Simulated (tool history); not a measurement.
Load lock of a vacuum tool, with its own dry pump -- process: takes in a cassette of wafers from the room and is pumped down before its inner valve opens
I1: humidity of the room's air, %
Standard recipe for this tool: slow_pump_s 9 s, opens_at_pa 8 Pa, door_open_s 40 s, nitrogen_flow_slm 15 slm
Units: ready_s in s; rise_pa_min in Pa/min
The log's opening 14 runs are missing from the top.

run 15 day=76.179 | slow_pump_s=9 opens_at_pa=8 door_open_s=40 nitrogen_flow_slm=15 | I1=46.1 | ready_s=19.4 rise_pa_min=0.048
run 16 day=80.225 | slow_pump_s=9 opens_at_pa=8 door_open_s=40 nitrogen_flow_slm=15 | I1=42.8 | ready_s=19.4 rise_pa_min=0.047
run 17 day=85.542 | slow_pump_s=9 opens_at_pa=8 door_open_s=40 nitrogen_flow_slm=15 | I1=45.6 | ready_s=19.3 rise_pa_min=0.047
run 18 day=92.604 | slow_pump_s=9 opens_at_pa=13 door_open_s=40 nitrogen_flow_slm=15 | I1=45.1 | ready_s=18.9 rise_pa_min=0.054
run 19 day=98.333 | slow_pump_s=9 opens_at_pa=8 door_open_s=43 nitrogen_flow_slm=15 | I1=41.8 | ready_s=19.7 rise_pa_min=0.05
run 20 day=105.875 | slow_pump_s=9 opens_at_pa=8 door_open_s=87 nitrogen_flow_slm=15 | I1=43.5 | ready_s=19.8 rise_pa_min=0.062
run 21 day=112.562 | slow_pump_s=8 opens_at_pa=8 door_open_s=130 nitrogen_flow_slm=15 | I1=43.9 | ready_s=18.8 rise_pa_min=0.064
run 22 day=119.458 | slow_pump_s=14 opens_at_pa=8 door_open_s=62 nitrogen_flow_slm=32 | I1=44.9 | ready_s=23.2 rise_pa_min=0.043
run 23 day=123.717 | slow_pump_s=14 opens_at_pa=8 door_open_s=45 nitrogen_flow_slm=18 | I1=49.2 | ready_s=22.8 rise_pa_min=0.046
run 24 day=128.112 | slow_pump_s=9 opens_at_pa=8 door_open_s=178 nitrogen_flow_slm=18 | I1=46 | ready_s=19.4 rise_pa_min=0.074
run 25 day=132.683 | slow_pump_s=6 opens_at_pa=10 door_open_s=74 nitrogen_flow_slm=15 | I1=42.2 | ready_s=17.6 rise_pa_min=0.064
run 26 day=137.262 | slow_pump_s=6 opens_at_pa=10 door_open_s=74 nitrogen_flow_slm=15 | I1=44.8 | ready_s=17.2 rise_pa_min=0.063
run 27 day=144.308 | slow_pump_s=13 opens_at_pa=8 door_open_s=27 nitrogen_flow_slm=15 | I1=49.2 | ready_s=22.6 rise_pa_min=0.056
run 28 day=150.921 | slow_pump_s=7 opens_at_pa=8 door_open_s=40 nitrogen_flow_slm=18 | I1=43.6 | ready_s=18 rise_pa_min=0.049
run 29 day=158.75 | slow_pump_s=7 opens_at_pa=8 door_open_s=40 nitrogen_flow_slm=18 | I1=43.4 | ready_s=18.5 rise_pa_min=0.052
run 30 day=163.292 | slow_pump_s=7 opens_at_pa=8 door_open_s=40 nitrogen_flow_slm=18 | I1=42.4 | ready_s=18.6 rise_pa_min=0.055
run 31 day=167.571 | slow_pump_s=11 opens_at_pa=9 door_open_s=40 nitrogen_flow_slm=5 | I1=44.4 | ready_s=21 rise_pa_min=0.078
run 32 day=173.908 | slow_pump_s=11 opens_at_pa=9 door_open_s=139 nitrogen_flow_slm=7 | I1=42.2 | ready_s=21 rise_pa_min=0.093
run 33 day=179.288 | slow_pump_s=11 opens_at_pa=6 door_open_s=139 nitrogen_flow_slm=7 | I1=44.8 | ready_s=21.8 rise_pa_min=0.103
run 34 day=187 | slow_pump_s=17 opens_at_pa=14 door_open_s=40 nitrogen_flow_slm=29 | I1=44.5 | ready_s=24.3 rise_pa_min=0.049
run 35 day=191.1 | slow_pump_s=5 opens_at_pa=8 door_open_s=40 nitrogen_flow_slm=15 | I1=42.4 | ready_s=17.4 rise_pa_min=0.06
run 36 day=195.321 | slow_pump_s=9 opens_at_pa=9 door_open_s=34 nitrogen_flow_slm=18 | I1=43.6 | ready_s=19.8 rise_pa_min=0.057
run 37 day=201.117 | slow_pump_s=9 opens_at_pa=9 door_open_s=34 nitrogen_flow_slm=18 | I1=39.2 | ready_s=19.8 rise_pa_min=0.053

Branching from run 37: 4 alternative next runs. What would each branch give?
run A day=205.662 | slow_pump_s=15 opens_at_pa=12 door_open_s=40 nitrogen_flow_slm=15 | I1=46.4 | ready_s=? rise_pa_min=?
run B day=205.662 | slow_pump_s=14 opens_at_pa=9 door_open_s=34 nitrogen_flow_slm=28 | I1=41.1 | ready_s=? rise_pa_min=?
run C day=205.662 | slow_pump_s=11 opens_at_pa=12 door_open_s=40 nitrogen_flow_slm=23 | I1=44.5 | ready_s=? rise_pa_min=?
run D day=205.662 | slow_pump_s=9 opens_at_pa=9 door_open_s=34 nitrogen_flow_slm=5 | I1=45.9 | ready_s=? rise_pa_min=?

run=A ready_s=23.4 rise_pa_min=0.064
run=B ready_s=23 rise_pa_min=0.051
run=C ready_s=20.8 rise_pa_min=0.051
run=D ready_s=19.5 rise_pa_min=0.086
What these runs would have given with no unlogged condition in the tool:
run=A ready_s=22.1 rise_pa_min=0.036
run=B ready_s=21.5 rise_pa_min=0.023
run=C ready_s=19.2 rise_pa_min=0.024
run=D ready_s=17.8 rise_pa_min=0.059

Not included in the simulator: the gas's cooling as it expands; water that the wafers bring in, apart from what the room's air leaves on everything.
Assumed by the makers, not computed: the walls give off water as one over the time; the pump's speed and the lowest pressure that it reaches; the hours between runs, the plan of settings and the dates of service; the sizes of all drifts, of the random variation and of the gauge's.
